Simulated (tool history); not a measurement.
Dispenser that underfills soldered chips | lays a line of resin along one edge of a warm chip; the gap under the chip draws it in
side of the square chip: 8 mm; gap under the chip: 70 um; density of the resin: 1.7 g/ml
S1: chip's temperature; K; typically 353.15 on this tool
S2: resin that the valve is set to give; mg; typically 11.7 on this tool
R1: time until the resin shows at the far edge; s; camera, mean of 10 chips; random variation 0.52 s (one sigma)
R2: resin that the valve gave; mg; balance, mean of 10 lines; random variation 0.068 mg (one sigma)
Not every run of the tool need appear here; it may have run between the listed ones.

run,hour,S1,S2,R1,R2
1,0.0,353.15,11.7,42.4,11.40
# hour 10.1: new syringe of resin
2,10.4,353.15,11.7,40.6,11.38
# hour 20.6: new syringe of resin
3,23.7,353.15,11.7,47.9,11.24
# hour 31.5: new syringe of resin
4,36.7,353.15,11.7,52.6,11.14
# hour 42.8: new syringe of resin
5,49.2,341.15,11.7,100.3,11.04
# hour 53.5: new syringe of resin
6,56.0,341.15,11.7,85.0,11.14
# hour 64.2: new syringe of resin
7,70.4,353.15,11.7,54.7,10.82
# hour 75.8: new syringe of resin
8,83.8,353.15,11.7,61.5,10.78
# hour 87.1: new syringe of resin
9,92.4,353.15,11.7,53.2,10.65
# hour 98.3: new syringe of resin
10,105.3,352.15,11.7,61.0,10.62
# hour 109.5: new syringe of resin
# hour 118.7: stage's temperature calibrated
# hour 121.3: new syringe of resin
11,121.4,351.15,11.7,48.0,10.38
# hour 131.9: new syringe of resin
12,134.5,351.15,11.7,55.1,10.33
# hour 139.2: dispensing valve cleaned and set on the balance
# hour 143.8: new syringe of resin
13,146.7,365.15,11.7,28.7,11.58
# hour 154.2: new syringe of resin
14,161.6,353.15,11.7,60.9,11.62
# hour 165.3: new syringe of resin
15,172.8,356.15,11.7,53.0,11.44
# hour 176.4: new syringe of resin
16,180.5,356.15,11.7,46.7,11.37
# hour 187.4: new syringe of resin
17,188.2,356.15,11.7,38.8,11.32
18,194.7,353.15,11.7,59.9,11.26
# hour 198.6: new syringe of resin
19,207.0,353.15,12.1,65.4,11.44
# hour 209.1: new syringe of resin
# hour 219.6: new syringe of resin
20,219.6,353.15,12.1,42.8,11.35
# hour 230.8: new syringe of resin
21,232.1,355.15,14.3,40.4,13.29
22,239.0,366.15,11.1,36.3,10.27
# hour 241.9: new syringe of resin
# hour 252.3: new syringe of resin
23,254.8,366.15,13.9,26.0,12.69
# hour 262.9: new syringe of resin
24,266.2,364.15,13.9,29.4,12.56
# hour 273.4: new syringe of resin
25,275.4,362.15,12.3,31.3,11.03
# hour 284.2: new syringe of resin
26,284.2,362.15,12.8,28.4,11.39
27,291.7,361.15,11.3,44.5,9.94
# hour 294.6: new syringe of resin
# hour 299.7: dispensing valve cleaned and set on the balance
# hour 306.2: new syringe of resin
28,306.7,362.15,11.2,28.1,11.18
# hour 316.8: new syringe of resin
29,320.2,358.15,12.8,39.0,12.49
# hour 328.5: new syringe of resin
30,330.4,347.15,13.9,58.8,13.62
# hour 339.1: new syringe of resin
31,342.8,342.15,13.9,84.0,13.58
# hour 349.6: new syringe of resin
32,353.8,356.15,11.2,45.8,10.83
# hour 360.3: new syringe of resin
33,367.6,356.15,11.2,52.2,10.63
# hour 371.5: new syringe of resin
34,377.8,349.15,11.1,68.7,10.40
# hour 382.1: new syringe of resin
# hour 392.8: new syringe of resin
35,393.2,355.15,12.7,38.9,11.82

Here are 3 independent what-if runs from the current tool condition. What would each one return?
A,402.1,345.15,13.0,?,?
B,402.1,361.15,12.2,?,?
C,402.1,362.15,11.6,?,?

run,R1,R2
A,96.2,12.07
B,45.3,11.36
C,44.2,10.76
Without the tool's unlogged condition, the same runs would have read:
run,R1,R2
A,61.7,13.02
B,28.9,12.24
C,28.0,11.60
